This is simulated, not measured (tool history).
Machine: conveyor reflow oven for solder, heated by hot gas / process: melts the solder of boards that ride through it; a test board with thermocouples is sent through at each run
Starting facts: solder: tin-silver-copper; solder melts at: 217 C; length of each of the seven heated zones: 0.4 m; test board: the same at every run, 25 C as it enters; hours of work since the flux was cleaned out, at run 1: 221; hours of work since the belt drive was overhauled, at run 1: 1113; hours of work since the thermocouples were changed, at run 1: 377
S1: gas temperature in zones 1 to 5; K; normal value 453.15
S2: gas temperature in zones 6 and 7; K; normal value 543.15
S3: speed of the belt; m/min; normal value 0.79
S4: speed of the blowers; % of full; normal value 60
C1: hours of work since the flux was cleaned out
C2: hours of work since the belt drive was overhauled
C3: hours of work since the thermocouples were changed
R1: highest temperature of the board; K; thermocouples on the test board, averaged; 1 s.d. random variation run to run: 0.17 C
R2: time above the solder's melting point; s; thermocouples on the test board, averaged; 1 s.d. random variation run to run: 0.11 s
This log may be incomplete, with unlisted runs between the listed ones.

run	day	S1	S2	S3	S4	C1	C2	C3	R1	R2
1	0	453.15	543.15	0.79	60	221	1113	377	525.55	48.1
2	1.258	453.15	543.15	0.79	60	240	1133	396	525.45	47.8
3	2.742	453.15	543.15	0.79	60	263	1155	419	525.35	47.9
4	4.492	453.15	555.15	0.79	60	289	1182	445	535.55	53.4
5	6.846	453.15	555.15	0.79	60	326	1218	481	535.35	53.3
6	9.162	453.15	543.15	0.79	60	361	1254	517	524.85	47.5
# day 11.917: flux residue cleaned out of gas plates and filters
7	12.262	453.15	543.15	0.79	60	5	1298	561	526.45	48.9
8	14.392	453.15	543.15	0.79	60	38	1330	594	525.85	48.9
9	15.721	453.15	543.15	0.924	60	58	1351	614	520.25	37.8
10	17.054	453.15	543.15	0.924	60	79	1371	635	520.75	37.4
11	20.088	453.15	543.15	0.924	60	125	1418	681	520.45	37.5
12	22.617	453.15	543.15	0.924	60	164	1456	720	520.25	37.4
13	23.846	456.15	554.15	0.671	60	183	1475	739	540.85	67.5
14	26.138	456.15	554.15	0.671	60	218	1510	774	540.65	67.4
15	27.833	455.15	543.15	0.79	57	244	1536	800	524.65	48.5
16	29.438	455.15	540.15	0.858	57	268	1561	824	519.45	40.5
17	31.308	455.15	540.15	0.858	51	297	1590	853	517.15	38.8
# day 31.646: belt drive overhauled, speed set with a stopwatch
18	34.167	455.15	540.15	0.858	51	338	39	894	517.75	40
19	36.312	453.15	543.15	0.72	60	371	71	927	528.25	56.8
# day 38.221: flux residue cleaned out of gas plates and filters
20	38.625	453.15	543.15	0.72	60	6	104	959	529.25	58.1
21	40.575	453.15	543.15	0.72	60	36	134	989	529.35	57.9
22	42.108	462.15	543.15	0.79	69	60	157	1012	530.15	56.2
# day 44.192: belt drive overhauled, speed set with a stopwatch, once more
23	44.712	457.15	537.15	0.935	70	97	8	1050	517.35	35.7
24	46.146	453.15	538.15	0.79	60	119	30	1072	520.05	43.3

Forecast each of these 3 alternatives for the next run:
A	48.933	453.15	538.15	0.79	55	161	73	1114	?	?
B	48.933	453.15	543.15	0.79	84	161	73	1114	?	?
C	48.933	454.15	532.15	0.79	60	161	73	1114	?	?

run	R1	R2
A	518.45	42
B	529.85	50.1
C	515.05	39.8
Take away the tool's hidden state, keep each run's random variation, and the runs would have read:
run	R1	R2
A	520.35	43.4
B	531.95	51
C	516.85	41.3
